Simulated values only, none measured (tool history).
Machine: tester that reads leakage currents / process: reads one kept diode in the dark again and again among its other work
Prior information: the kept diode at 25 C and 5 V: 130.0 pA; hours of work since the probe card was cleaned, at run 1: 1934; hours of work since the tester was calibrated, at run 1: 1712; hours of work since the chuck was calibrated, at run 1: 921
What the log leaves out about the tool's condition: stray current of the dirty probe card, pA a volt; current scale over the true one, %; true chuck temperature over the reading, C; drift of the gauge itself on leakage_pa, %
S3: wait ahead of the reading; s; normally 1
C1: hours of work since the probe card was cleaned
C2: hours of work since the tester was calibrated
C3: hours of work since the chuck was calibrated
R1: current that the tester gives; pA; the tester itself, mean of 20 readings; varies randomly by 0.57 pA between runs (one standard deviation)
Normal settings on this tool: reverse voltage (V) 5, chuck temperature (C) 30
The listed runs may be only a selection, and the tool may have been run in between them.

Run 1, day 0: usual settings; C1 1934; C2 1712; C3 921. Result: R1 190.99 pA.
Run 2, day 3.692: usual settings; C1 1990; C2 1768; C3 977. Result: R1 190.63 pA.
Run 3, day 5.438: usual settings but chuck temperature (C) 55; C1 2017; C2 1795; C3 1004. Result: R1 953.02 pA.
Run 4, day 7.85: usual settings but chuck temperature (C) 55; C1 2054; C2 1832; C3 1041. Result: R1 952.51 pA.
Run 5, day 10.654: usual settings but chuck temperature (C) 55; C1 2097; C2 1875; C3 1084. Result: R1 950.65 pA.
Run 6, day 14.458: usual settings but chuck temperature (C) 55; C1 2155; C2 1933; C3 1142. Result: R1 945.6 pA.
Run 7, day 16.554: usual settings but chuck temperature (C) 55; C1 2187; C2 1965; C3 1174. Result: R1 943.98 pA.
At day 17.029: probe card cleaned and baked.
Run 8, day 19.671: usual settings but chuck temperature (C) 55; C1 40; C2 2011; C3 1220. Result: R1 955.73 pA.
Run 9, day 23.138: usual settings but chuck temperature (C) 55; C1 93; C2 2064; C3 1273. Result: R1 949.53 pA.
Run 10, day 25.4: usual settings; C1 128; C2 2098; C3 1307. Result: R1 193.03 pA.
Run 11, day 27.35: usual settings but chuck temperature (C) 56; C1 158; C2 2128; C3 1337. Result: R1 1005.12 pA.
Run 12, day 30.975: usual settings but chuck temperature (C) 56; C1 213; C2 2184; C3 1393. Result: R1 997.6 pA.
At day 32.021: probe card cleaned and baked, once more.
Run 13, day 33.45: usual settings but S3 2.93 s; C1 22; C2 2220; C3 1429. Result: R1 174.37 pA.
Run 14, day 35.929: usual settings but S3 2.93 s; C1 60; C2 2258; C3 1467. Result: R1 174.08 pA.
Run 15, day 38.854: usual settings but reverse voltage (V) 5.15; C1 105; C2 2302; C3 1511. Result: R1 177.37 pA.
Run 16, day 42.258: usual settings but reverse voltage (V) 5.37, chuck temperature (C) 27, S3 1.36 s; C1 157; C2 2354; C3 1563. Result: R1 145.61 pA.
Run 17, day 45.779: usual settings but reverse voltage (V) 1.74; C1 211; C2 2408; C3 1617. Result: R1 95.67 pA.
Run 18, day 49.567: usual settings but reverse voltage (V) 8.28, chuck temperature (C) 54; C1 268; C2 2466; C3 1675. Result: R1 1141.52 pA.
Run 19, day 53.012: usual settings but chuck temperature (C) 48; C1 321; C2 2519; C3 1728. Result: R1 582.26 pA.
Run 20, day 55.921: usual settings but chuck temperature (C) 48; C1 366; C2 2563; C3 1772. Result: R1 586.15 pA.
Run 21, day 58.842: usual settings but reverse voltage (V) 2.31, chuck temperature (C) 23, S3 8.03 s; C1 410; C2 2608; C3 1817. Result: R1 66.73 pA.
Run 22, day 61.771: usual settings but reverse voltage (V) 2.31, chuck temperature (C) 23, S3 8.03 s; C1 455; C2 2653; C3 1862. Result: R1 66.38 pA.

What will run 23 give?
Run 23, day 65.196: usual settings but reverse voltage (V) 3.03, chuck temperature (C) 23, S3 1.27 s; C1 508; C2 2705; C3 1914. Result: R1 ?.

R1: 77.4 pA
Had the tool carried no hidden state, the very same run would have given R1 84.49 pA.

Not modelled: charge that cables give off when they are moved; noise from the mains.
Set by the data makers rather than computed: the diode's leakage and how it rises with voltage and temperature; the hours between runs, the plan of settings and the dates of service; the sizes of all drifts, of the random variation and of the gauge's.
